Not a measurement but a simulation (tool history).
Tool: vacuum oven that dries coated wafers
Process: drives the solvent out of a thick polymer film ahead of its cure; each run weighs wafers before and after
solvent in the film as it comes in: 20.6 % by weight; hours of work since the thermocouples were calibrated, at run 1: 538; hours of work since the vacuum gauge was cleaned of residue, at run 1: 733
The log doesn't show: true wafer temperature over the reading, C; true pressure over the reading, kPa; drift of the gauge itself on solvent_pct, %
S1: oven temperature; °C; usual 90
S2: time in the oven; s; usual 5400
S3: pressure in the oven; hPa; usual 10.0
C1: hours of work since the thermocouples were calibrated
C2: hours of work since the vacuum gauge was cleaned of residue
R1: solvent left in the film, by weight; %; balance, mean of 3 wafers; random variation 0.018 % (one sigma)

run	day	S1	S2	S3	C1	C2	R1
1	0.000	90	5400	10.0	538	733	1.50
2	3.954	90	5400	10.0	602	797	1.48
3	7.704	90	5400	10.0	663	857	1.49
4	10.800	90	3300	10.0	713	907	3.41
5	13.612	90	3300	10.0	758	953	3.45
6	17.121	90	6780	10.0	815	1010	0.94
7	19.500	103	5400	16.2	853	1048	0.50
8	21.312	96	7740	13.7	882	1077	0.56
9	24.108	97	6960	10.0	928	1122	0.43
10	26.317	99	5400	10.2	963	1158	0.47
11	29.262	99	5400	10.2	1011	1206	0.47
12	32.167	99	5400	10.2	1058	1252	0.45

Forecast each of these 3 alternatives for the next run:
A	36.067	84	9480	10.0	1121	1315	?
B	36.067	90	4620	10.0	1121	1315	?
C	36.067	90	5400	8.5	1121	1315	?

run	R1
A	1.15
B	1.88
C	1.38
Without the tool's hidden state the same runs would have given:
run	R1
A	1.24
B	2.11
C	1.54
